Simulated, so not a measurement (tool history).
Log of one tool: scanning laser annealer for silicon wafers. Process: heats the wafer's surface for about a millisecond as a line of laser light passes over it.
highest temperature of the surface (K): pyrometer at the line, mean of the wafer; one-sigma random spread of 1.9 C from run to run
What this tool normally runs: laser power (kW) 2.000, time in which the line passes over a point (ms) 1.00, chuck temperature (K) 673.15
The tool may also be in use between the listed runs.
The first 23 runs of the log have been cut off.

run	hour	laser power (kW)	time in which the line passes over a point (ms)	chuck temperature (K)	highest temperature of the surface (K)
24	274.4	2.145	0.74	706.15	1395.15
25	285.3	2.000	1.00	654.15	1404.15
26	292.7	2.000	1.10	636.15	1424.15
27	305.4	1.765	1.00	704.15	1371.15
28	317.2	2.000	1.11	711.15	1502.15
29	324.0	2.000	1.11	711.15	1495.15
30	333.5	2.000	1.11	711.15	1500.15
31	339.7	2.161	0.75	680.15	1383.15
32	348.0	2.000	1.00	675.15	1424.15
33	357.9	2.000	1.18	675.15	1484.15
34	371.7	2.123	1.00	658.15	1452.15
35	381.2	1.892	0.95	644.15	1334.15
36	392.7	2.000	1.00	711.15	1460.15
37	399.1	1.997	1.00	678.15	1424.15
38	405.4	1.751	1.08	673.15	1356.15
39	413.2	1.751	1.08	673.15	1356.15
40	419.4	1.734	1.07	673.15	1349.15
41	426.1	2.001	1.02	662.15	1418.15

Below are 4 alternative next runs, each starting from the tool's condition after run 41. Predict each:
A	433.6	1.772	1.12	706.15	?
B	433.6	2.000	1.24	673.15	?
C	433.6	2.000	1.05	653.15	?
D	433.6	1.809	1.13	681.15	?

run	highest temperature of the surface (K)
A	1408.15
B	1507.15
C	1420.15
D	1403.15
The same runs, with their run-to-run variation unchanged, on a tool lacking any hidden condition would have given:
run	highest temperature of the surface (K)
A	1409.15
B	1507.15
C	1420.15
D	1404.15
